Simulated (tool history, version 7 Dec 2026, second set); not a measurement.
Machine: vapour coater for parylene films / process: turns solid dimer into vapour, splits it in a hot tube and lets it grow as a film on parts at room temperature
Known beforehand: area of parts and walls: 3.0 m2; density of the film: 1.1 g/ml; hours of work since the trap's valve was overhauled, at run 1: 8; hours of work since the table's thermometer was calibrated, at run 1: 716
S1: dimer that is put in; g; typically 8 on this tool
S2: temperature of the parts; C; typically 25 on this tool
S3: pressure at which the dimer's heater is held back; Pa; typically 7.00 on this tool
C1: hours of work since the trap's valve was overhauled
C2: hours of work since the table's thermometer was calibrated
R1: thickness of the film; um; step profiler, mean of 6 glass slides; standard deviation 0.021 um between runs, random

run,day,S1,S2,S3,C1,C2,R1
1,0.000,8,25,7.00,8,716,1.53
2,1.204,8,25,7.00,28,737,1.55
3,2.408,8,25,7.00,49,758,1.57
4,3.104,4,25,7.00,61,770,0.78
5,3.775,4,25,7.00,72,781,0.79
6,5.021,8,32,7.00,94,803,1.06
7,6.621,8,32,7.00,121,830,1.08
8,8.200,8,32,7.00,148,857,1.08
# day 8.358: table's thermometer calibrated
9,9.204,11,25,7.00,165,14,2.01
10,10.738,10,25,7.00,191,41,1.79
# day 11.329: table's thermometer calibrated, once more
11,11.617,14,25,4.75,205,5,2.70
12,12.575,6,29,10.94,222,21,0.87
13,13.400,3,25,5.60,236,35,0.55
14,14.321,8,19,7.00,252,51,2.00
15,15.583,4,33,7.00,274,73,0.51
16,17.117,14,31,4.46,300,99,1.95
17,18.358,6,28,7.00,321,121,0.93

Pick out some run-to-run changes in R1. Of each, how much would a tool without hidden state show as well, from the settings, what came in and chance, and how much is left for the hidden state and any gauge scatter not in both results compared?
The tool's hidden condition here consists of: vapour lost through the trap's worn valve, %; true temperature of the parts over the reading, C; drift of the gauge itself on film_um, %.
Run 11 -> 12: S1 14 -> 6, S2 25 -> 29, S3 4.75 -> 10.94. R1 -1.83 um: hidden state +0.08, all else -1.91.
Run 15 -> 16: S1 4 -> 14, S2 33 -> 31, S3 7.00 -> 4.46. R1 +1.44 um: hidden state -0.11, all else +1.55.
